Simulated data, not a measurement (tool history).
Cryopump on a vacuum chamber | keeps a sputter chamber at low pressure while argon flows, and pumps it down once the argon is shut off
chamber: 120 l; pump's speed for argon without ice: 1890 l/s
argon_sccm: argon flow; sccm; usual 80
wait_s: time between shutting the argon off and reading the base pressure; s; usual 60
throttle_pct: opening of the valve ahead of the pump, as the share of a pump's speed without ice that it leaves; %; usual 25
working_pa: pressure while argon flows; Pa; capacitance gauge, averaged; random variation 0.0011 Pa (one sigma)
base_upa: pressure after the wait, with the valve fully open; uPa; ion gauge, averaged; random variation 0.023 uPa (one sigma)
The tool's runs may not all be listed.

{"run": 1, "hour": 0.0, "argon_sccm": 80, "wait_s": 60, "throttle_pct": 25, "working_pa": 0.2988, "base_upa": 1.11}
{"run": 2, "hour": 65.2, "argon_sccm": 55, "wait_s": 60, "throttle_pct": 25, "working_pa": 0.2065, "base_upa": 1.1}
{"run": 3, "hour": 171.2, "argon_sccm": 55, "wait_s": 60, "throttle_pct": 25, "working_pa": 0.2083, "base_upa": 1.21}
{"run": 4, "hour": 253.2, "argon_sccm": 55, "wait_s": 60, "throttle_pct": 25, "working_pa": 0.2111, "base_upa": 1.2}
{"run": 5, "hour": 311.0, "argon_sccm": 55, "wait_s": 60, "throttle_pct": 25, "working_pa": 0.2104, "base_upa": 1.2}
{"hour": 373.9, "done": "pump warmed up, emptied and cooled again"}
{"run": 6, "hour": 417.6, "argon_sccm": 80, "wait_s": 60, "throttle_pct": 25, "working_pa": 0.2883, "base_upa": 1.11}
{"run": 7, "hour": 523.2, "argon_sccm": 80, "wait_s": 60, "throttle_pct": 25, "working_pa": 0.2897, "base_upa": 1.13}
{"run": 8, "hour": 601.3, "argon_sccm": 80, "wait_s": 60, "throttle_pct": 25, "working_pa": 0.2937, "base_upa": 1.2}
{"run": 9, "hour": 684.1, "argon_sccm": 80, "wait_s": 60, "throttle_pct": 25, "working_pa": 0.2955, "base_upa": 1.23}
{"run": 10, "hour": 781.8, "argon_sccm": 80, "wait_s": 60, "throttle_pct": 25, "working_pa": 0.2935, "base_upa": 1.3}
{"run": 11, "hour": 894.6, "argon_sccm": 80, "wait_s": 60, "throttle_pct": 25, "working_pa": 0.2974, "base_upa": 1.32}
{"run": 12, "hour": 1000.8, "argon_sccm": 80, "wait_s": 60, "throttle_pct": 25, "working_pa": 0.2982, "base_upa": 1.41}
{"run": 13, "hour": 1053.5, "argon_sccm": 80, "wait_s": 239, "throttle_pct": 25, "working_pa": 0.2995, "base_upa": 0.99}
{"run": 14, "hour": 1140.2, "argon_sccm": 80, "wait_s": 239, "throttle_pct": 25, "working_pa": 0.303, "base_upa": 1.01}
{"run": 15, "hour": 1207.7, "argon_sccm": 80, "wait_s": 239, "throttle_pct": 25, "working_pa": 0.3039, "base_upa": 1.05}
{"run": 16, "hour": 1272.4, "argon_sccm": 80, "wait_s": 60, "throttle_pct": 34, "working_pa": 0.2298, "base_upa": 1.63}
{"run": 17, "hour": 1330.0, "argon_sccm": 80, "wait_s": 60, "throttle_pct": 45, "working_pa": 0.1814, "base_upa": 1.53}
{"hour": 1395.7, "done": "pump warmed up, emptied and cooled again"}
{"run": 18, "hour": 1450.6, "argon_sccm": 80, "wait_s": 60, "throttle_pct": 45, "working_pa": 0.1619, "base_upa": 1.42}
{"run": 19, "hour": 1522.4, "argon_sccm": 70, "wait_s": 23, "throttle_pct": 25, "working_pa": 0.252, "base_upa": 2.49}
{"run": 20, "hour": 1587.9, "argon_sccm": 70, "wait_s": 23, "throttle_pct": 25, "working_pa": 0.2541, "base_upa": 2.56}
{"run": 21, "hour": 1667.1, "argon_sccm": 101, "wait_s": 60, "throttle_pct": 30, "working_pa": 0.3087, "base_upa": 1.51}
{"run": 22, "hour": 1727.5, "argon_sccm": 80, "wait_s": 66, "throttle_pct": 33, "working_pa": 0.2237, "base_upa": 1.5}
{"run": 23, "hour": 1845.9, "argon_sccm": 80, "wait_s": 66, "throttle_pct": 33, "working_pa": 0.2248, "base_upa": 1.54}
{"run": 24, "hour": 1924.6, "argon_sccm": 52, "wait_s": 52, "throttle_pct": 28, "working_pa": 0.173, "base_upa": 1.77}
{"run": 25, "hour": 1988.0, "argon_sccm": 80, "wait_s": 65, "throttle_pct": 42, "working_pa": 0.1824, "base_upa": 1.66}
{"run": 26, "hour": 2100.9, "argon_sccm": 42, "wait_s": 65, "throttle_pct": 42, "working_pa": 0.0971, "base_upa": 1.75}
{"run": 27, "hour": 2211.0, "argon_sccm": 91, "wait_s": 42, "throttle_pct": 25, "working_pa": 0.3449, "base_upa": 2.07}
{"run": 28, "hour": 2287.1, "argon_sccm": 53, "wait_s": 66, "throttle_pct": 25, "working_pa": 0.2016, "base_upa": 1.85}
{"run": 29, "hour": 2366.8, "argon_sccm": 53, "wait_s": 66, "throttle_pct": 25, "working_pa": 0.2031, "base_upa": 1.88}
{"hour": 2414.0, "done": "pump warmed up, emptied and cooled again"}
{"run": 30, "hour": 2457.2, "argon_sccm": 130, "wait_s": 49, "throttle_pct": 16, "working_pa": 0.729, "base_upa": 1.85}
{"run": 31, "hour": 2565.3, "argon_sccm": 130, "wait_s": 49, "throttle_pct": 16, "working_pa": 0.735, "base_upa": 1.87}
{"run": 32, "hour": 2690.6, "argon_sccm": 108, "wait_s": 282, "throttle_pct": 38, "working_pa": 0.2632, "base_upa": 1.34}
{"run": 33, "hour": 2788.7, "argon_sccm": 101, "wait_s": 167, "throttle_pct": 53, "working_pa": 0.1811, "base_upa": 1.49}
{"run": 34, "hour": 2849.1, "argon_sccm": 100, "wait_s": 57, "throttle_pct": 36, "working_pa": 0.2598, "base_upa": 2.04}
{"run": 35, "hour": 2954.3, "argon_sccm": 100, "wait_s": 57, "throttle_pct": 36, "working_pa": 0.2632, "base_upa": 2.09}

3 ways to go on from here, each from the tool as it stands after run 35. What would each give?
{"run": "A", "hour": 3062.8, "argon_sccm": 51, "wait_s": 22, "throttle_pct": 21, "working_pa": "?", "base_upa": "?"}
{"run": "B", "hour": 3062.8, "argon_sccm": 115, "wait_s": 218, "throttle_pct": 43, "working_pa": "?", "base_upa": "?"}
{"run": "C", "hour": 3062.8, "argon_sccm": 76, "wait_s": 60, "throttle_pct": 48, "working_pa": "?", "base_upa": "?"}

run=A working_pa=0.2259 base_upa=3.14
run=B working_pa=0.2566 base_upa=1.59
run=C working_pa=0.1564 base_upa=2.07
Without the tool's hidden state the same runs would have given:
run=A working_pa=0.2169 base_upa=1.85
run=B working_pa=0.2365 base_upa=0.30
run=C working_pa=0.1430 base_upa=0.79
